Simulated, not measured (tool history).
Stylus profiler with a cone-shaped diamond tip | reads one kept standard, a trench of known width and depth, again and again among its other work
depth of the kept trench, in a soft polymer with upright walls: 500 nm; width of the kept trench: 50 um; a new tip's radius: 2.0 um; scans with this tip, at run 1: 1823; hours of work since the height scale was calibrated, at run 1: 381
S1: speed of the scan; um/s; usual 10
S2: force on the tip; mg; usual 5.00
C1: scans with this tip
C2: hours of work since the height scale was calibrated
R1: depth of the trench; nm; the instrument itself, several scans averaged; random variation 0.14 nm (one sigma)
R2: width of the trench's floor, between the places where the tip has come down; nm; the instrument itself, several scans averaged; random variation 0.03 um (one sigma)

| run | day | S1 | S2 | C1 | C2 | R1 | R2 |
|---|---|---|---|---|---|---|---|
| 1 | 0.000 | 10 | 5.00 | 1823 | 381 | 505.13 | 47160 |
| 2 | 0.821 | 10 | 5.00 | 1888 | 395 | 505.37 | 47160 |
| 3 | 1.529 | 10 | 5.00 | 1944 | 407 | 505.12 | 47140 |
| 4 | 2.779 | 10 | 5.00 | 2042 | 427 | 505.05 | 47220 |
| 5 | 3.550 | 4 | 5.00 | 2103 | 440 | 505.02 | 47200 |
| 6 | 4.388 | 4 | 5.00 | 2169 | 454 | 505.27 | 47210 |
| 7 | 5.438 | 4 | 5.00 | 2251 | 471 | 505.07 | 47160 |
| 8 | 6.696 | 10 | 5.00 | 2350 | 492 | 504.93 | 47160 |
| 9 | 7.388 | 10 | 1.80 | 2405 | 503 | 502.23 | 47160 |
| 10 | 8.825 | 10 | 1.80 | 2518 | 527 | 502.12 | 47120 |
| 11 | 9.529 | 10 | 1.80 | 2574 | 538 | 501.61 | 47110 |
| 12 | 10.342 | 30 | 5.00 | 2638 | 552 | 504.81 | 47090 |
| 13 | 11.542 | 30 | 5.00 | 2732 | 572 | 504.75 | 47070 |
| 14 | 12.612 | 30 | 5.00 | 2816 | 589 | 504.76 | 47120 |
| 15 | 13.825 | 30 | 5.00 | 2912 | 609 | 504.60 | 47050 |
| 16 | 14.971 | 12 | 5.00 | 3002 | 628 | 504.74 | 47150 |
| 17 | 16.092 | 10 | 1.72 | 3090 | 647 | 501.70 | 47140 |
| 18 | 17.342 | 10 | 1.72 | 3189 | 667 | 501.59 | 47150 |
| 19 | 18.312 | 10 | 1.72 | 3265 | 683 | 501.79 | 47100 |
| 20 | 18.971 | 10 | 2.98 | 3317 | 694 | 502.59 | 47130 |
| 21 | 19.662 | 10 | 2.98 | 3372 | 705 | 502.77 | 47150 |
| 22 | 20.467 | 10 | 2.98 | 3435 | 719 | 502.73 | 47090 |
| 23 | 21.292 | 10 | 2.98 | 3500 | 732 | 502.75 | 47130 |
| 24 | 22.383 | 23 | 3.18 | 3586 | 750 | 503.03 | 47080 |
| 25 | 23.204 | 38 | 5.00 | 3650 | 764 | 504.38 | 47020 |
| 26 | 23.917 | 38 | 5.00 | 3706 | 775 | 504.50 | 47000 |
| 27 | 25.096 | 4 | 4.41 | 3799 | 795 | 504.02 | 47120 |
| 28 | 26.075 | 10 | 6.85 | 3876 | 811 | 505.73 | 47080 |
| 29 | 27.288 | 20 | 3.24 | 3972 | 831 | 502.92 | 47030 |
| 30 | 28.325 | 20 | 3.24 | 4054 | 848 | 502.72 | 47040 |
| 31 | 29.329 | 21 | 13.06 | 4133 | 865 | 509.39 | 47060 |
| 32 | 30.329 | 15 | 13.21 | 4211 | 881 | 509.63 | 47090 |
| 33 | 31.388 | 15 | 13.21 | 4295 | 898 | 509.70 | 47030 |
| 34 | 32.579 | 10 | 3.08 | 4388 | 918 | 502.57 | 47050 |
| 35 | 33.933 | 5 | 6.67 | 4495 | 940 | 504.97 | 47030 |
| 36 | 35.200 | 14 | 2.35 | 4595 | 961 | 501.60 | 46990 |
| 37 | 36.092 | 14 | 2.35 | 4665 | 976 | 501.67 | 47060 |
| 38 | 37.446 | 26 | 9.88 | 4772 | 998 | 507.44 | 47020 |
| 39 | 38.808 | 26 | 9.88 | 4879 | 1021 | 507.12 | 47100 |
| 40 | 39.762 | 8 | 8.93 | 4954 | 1036 | 506.70 | 47050 |
| 41 | 40.450 | 15 | 5.00 | 5008 | 1048 | 503.97 | 47060 |
| 42 | 41.038 | 3 | 5.00 | 5055 | 1057 | 503.80 | 47080 |
| 43 | 41.904 | 27 | 3.05 | 5123 | 1072 | 502.35 | 46990 |
| 44 | 43.304 | 27 | 2.64 | 5233 | 1095 | 501.69 | 46950 |
| 45 | 44.750 | 33 | 5.00 | 5347 | 1119 | 503.50 | 46980 |
| 46 | 45.525 | 11 | 6.15 | 5408 | 1131 | 504.71 | 47040 |

Forecast each of these 4 alternatives for the next run:
| A | 46.450 | 10 | 12.36 | 5481 | 1146 | ? | ? |
| B | 46.450 | 10 | 3.11 | 5481 | 1146 | ? | ? |
| C | 46.450 | 21 | 6.67 | 5481 | 1146 | ? | ? |
| D | 46.450 | 20 | 4.66 | 5481 | 1146 | ? | ? |

| run | R1 | R2 |
|---|---|---|
| A | 508.65 | 46980 |
| B | 501.96 | 46950 |
| C | 504.84 | 46980 |
| D | 503.28 | 46960 |
Without the tool's hidden state the same runs would have given:
| run | R1 | R2 |
|---|---|---|
| A | 510.88 | 47310 |
| B | 504.16 | 47280 |
| C | 507.06 | 47310 |
| D | 505.49 | 47290 |
